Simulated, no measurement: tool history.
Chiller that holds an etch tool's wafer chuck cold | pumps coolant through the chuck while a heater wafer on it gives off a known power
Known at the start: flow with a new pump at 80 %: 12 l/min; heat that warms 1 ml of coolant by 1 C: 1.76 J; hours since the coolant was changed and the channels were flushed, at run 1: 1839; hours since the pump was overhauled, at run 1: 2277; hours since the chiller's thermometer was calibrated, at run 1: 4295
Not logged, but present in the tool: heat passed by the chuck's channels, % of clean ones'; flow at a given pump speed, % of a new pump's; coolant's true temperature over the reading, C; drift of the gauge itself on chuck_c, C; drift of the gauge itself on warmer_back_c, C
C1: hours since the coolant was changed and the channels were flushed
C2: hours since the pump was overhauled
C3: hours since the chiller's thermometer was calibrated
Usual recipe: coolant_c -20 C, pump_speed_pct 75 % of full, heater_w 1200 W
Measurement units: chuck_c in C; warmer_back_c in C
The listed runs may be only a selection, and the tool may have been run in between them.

Run 1, day 0.000: usual settings; C1 1839; C2 2277; C3 4295. Result: chuck_c -10.9 C, warmer_back_c 3.85 C.
Run 2, day 2.996: usual settings; C1 1911; C2 2348; C3 4366. Result: chuck_c -10.7 C, warmer_back_c 3.91 C.
Run 3, day 6.488: usual settings; C1 1995; C2 2432; C3 4450. Result: chuck_c -10.9 C, warmer_back_c 3.89 C.
Run 4, day 9.712: usual settings; C1 2072; C2 2510; C3 4528. Result: chuck_c -10.9 C, warmer_back_c 3.86 C.
Run 5, day 12.317: usual settings; C1 2135; C2 2572; C3 4590. Result: chuck_c -10.8 C, warmer_back_c 3.86 C.
Run 6, day 15.625: usual settings; C1 2214; C2 2652; C3 4670. Result: chuck_c -10.8 C, warmer_back_c 3.89 C.
Run 7, day 19.033: usual settings but coolant_c -13 C; C1 2296; C2 2733; C3 4751. Result: chuck_c -3.9 C, warmer_back_c 3.87 C.
Run 8, day 22.196: usual settings; C1 2372; C2 2809; C3 4827. Result: chuck_c -10.8 C, warmer_back_c 3.87 C.
Run 9, day 25.504: usual settings but coolant_c -27 C, pump_speed_pct 68 % of full, heater_w 795 W; C1 2451; C2 2889; C3 4907. Result: chuck_c -20.5 C, warmer_back_c 2.86 C.
Run 10, day 26.958: usual settings but coolant_c -27 C, pump_speed_pct 68 % of full, heater_w 795 W; C1 2486; C2 2924; C3 4942. Result: chuck_c -20.6 C, warmer_back_c 2.82 C.
Run 11, day 29.367: usual settings but coolant_c -27 C, pump_speed_pct 68 % of full, heater_w 795 W; C1 2544; C2 2981; C3 4999. Result: chuck_c -20.4 C, warmer_back_c 2.90 C.
Run 12, day 32.100: usual settings but coolant_c -27 C, pump_speed_pct 65 % of full, heater_w 795 W; C1 2609; C2 3047; C3 5065. Result: chuck_c -20.3 C, warmer_back_c 3.04 C.
Run 13, day 35.471: usual settings but coolant_c -15 C, pump_speed_pct 79 % of full, heater_w 1637 W; C1 2690; C2 3128; C3 5146. Result: chuck_c -2.6 C, warmer_back_c 5.09 C.
Run 14, day 36.879: usual settings but coolant_c -16 C, pump_speed_pct 93 % of full, heater_w 1039 W; C1 2724; C2 3162; C3 5180. Result: chuck_c -10.0 C, warmer_back_c 2.67 C.
Run 15, day 40.383: usual settings but coolant_c -25 C, pump_speed_pct 88 % of full; C1 2808; C2 3246; C3 5264. Result: chuck_c -17.4 C, warmer_back_c 3.31 C.

Predict each of these 5 candidate next runs independently; none follows another, all start after run 15:
Run A, day 42.375: usual settings but coolant_c -21 C; C1 2856; C2 3294; C3 5312. Result: chuck_c ?, warmer_back_c ?.
Run B, day 42.375: usual settings but pump_speed_pct 94 % of full; C1 2856; C2 3294; C3 5312. Result: chuck_c ?, warmer_back_c ?.
Run C, day 42.375: usual settings but coolant_c -27 C, pump_speed_pct 64 % of full, heater_w 630 W; C1 2856; C2 3294; C3 5312. Result: chuck_c ?, warmer_back_c ?.
Run D, day 42.375: usual settings but coolant_c -19 C, pump_speed_pct 76 % of full; C1 2856; C2 3294; C3 5312. Result: chuck_c ?, warmer_back_c ?.
Run E, day 42.375: usual settings but heater_w 686 W; C1 2856; C2 3294; C3 5312. Result: chuck_c ?, warmer_back_c ?.

run  chuck_c  warmer_back_c
  A    -11.5           3.90
  B    -12.6           2.99
  C    -21.6           2.46
  D     -9.8           3.88
  E    -15.1           2.20
Stripped of hidden state, with their random variation kept, the same runs would have yielded:
run  chuck_c  warmer_back_c
  A    -11.8           3.66
  B    -12.6           2.80
  C    -21.3           2.30
  D    -10.0           3.63
  E    -14.8           2.05
